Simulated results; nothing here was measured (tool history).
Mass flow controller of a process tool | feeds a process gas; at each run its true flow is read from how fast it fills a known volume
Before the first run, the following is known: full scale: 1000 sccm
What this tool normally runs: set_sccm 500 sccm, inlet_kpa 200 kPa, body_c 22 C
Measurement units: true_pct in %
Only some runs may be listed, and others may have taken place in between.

{"run": 1, "hour": 0.0, "set_sccm": 500, "inlet_kpa": 200, "body_c": 22, "true_pct": 99.91}
{"run": 2, "hour": 43.9, "set_sccm": 500, "inlet_kpa": 200, "body_c": 22, "true_pct": 100.15}
{"run": 3, "hour": 90.0, "set_sccm": 500, "inlet_kpa": 200, "body_c": 22, "true_pct": 100.02}
{"run": 4, "hour": 128.9, "set_sccm": 500, "inlet_kpa": 261, "body_c": 22, "true_pct": 100.47}
{"run": 5, "hour": 195.9, "set_sccm": 500, "inlet_kpa": 188, "body_c": 22, "true_pct": 100.07}
{"run": 6, "hour": 266.2, "set_sccm": 500, "inlet_kpa": 188, "body_c": 22, "true_pct": 100.04}
{"run": 7, "hour": 339.6, "set_sccm": 500, "inlet_kpa": 188, "body_c": 22, "true_pct": 100}
{"run": 8, "hour": 401.7, "set_sccm": 500, "inlet_kpa": 200, "body_c": 22, "true_pct": 100.11}
{"run": 9, "hour": 487.6, "set_sccm": 651, "inlet_kpa": 200, "body_c": 22, "true_pct": 100.14}
{"run": 10, "hour": 555.5, "set_sccm": 500, "inlet_kpa": 200, "body_c": 22, "true_pct": 100.2}
{"run": 11, "hour": 595.6, "set_sccm": 500, "inlet_kpa": 200, "body_c": 22, "true_pct": 100.18}
{"run": 12, "hour": 635.8, "set_sccm": 500, "inlet_kpa": 200, "body_c": 22, "true_pct": 100.28}
{"run": 13, "hour": 694.9, "set_sccm": 500, "inlet_kpa": 200, "body_c": 22, "true_pct": 100.24}
{"run": 14, "hour": 770.7, "set_sccm": 847, "inlet_kpa": 200, "body_c": 22, "true_pct": 100.37}
{"run": 15, "hour": 817.6, "set_sccm": 847, "inlet_kpa": 200, "body_c": 22, "true_pct": 100.47}
{"run": 16, "hour": 861.8, "set_sccm": 924, "inlet_kpa": 200, "body_c": 22, "true_pct": 100.48}
{"hour": 867.9, "done": "controller's zero set anew"}
{"run": 17, "hour": 923.6, "set_sccm": 924, "inlet_kpa": 200, "body_c": 22, "true_pct": 100.61}
{"run": 18, "hour": 1009.8, "set_sccm": 924, "inlet_kpa": 200, "body_c": 22, "true_pct": 100.72}
{"run": 19, "hour": 1058.6, "set_sccm": 500, "inlet_kpa": 200, "body_c": 28, "true_pct": 101.04}
{"run": 20, "hour": 1099.7, "set_sccm": 500, "inlet_kpa": 206, "body_c": 28, "true_pct": 101.14}
{"run": 21, "hour": 1167.9, "set_sccm": 500, "inlet_kpa": 206, "body_c": 28, "true_pct": 101.07}
{"hour": 1247.7, "done": "controller's zero set anew, once more"}
{"run": 22, "hour": 1248.3, "set_sccm": 500, "inlet_kpa": 206, "body_c": 28, "true_pct": 100.05}
{"run": 23, "hour": 1328.5, "set_sccm": 500, "inlet_kpa": 206, "body_c": 28, "true_pct": 100.06}
{"run": 24, "hour": 1392.0, "set_sccm": 500, "inlet_kpa": 206, "body_c": 28, "true_pct": 100.19}

What does the tool deliver on the next run?
{"run": 25, "hour": 1463.6, "set_sccm": 372, "inlet_kpa": 148, "body_c": 36, "true_pct": "?"}

true_pct: 100.09 %
Minus the tool's unlogged condition, the same run would have read true_pct 99.46 %.
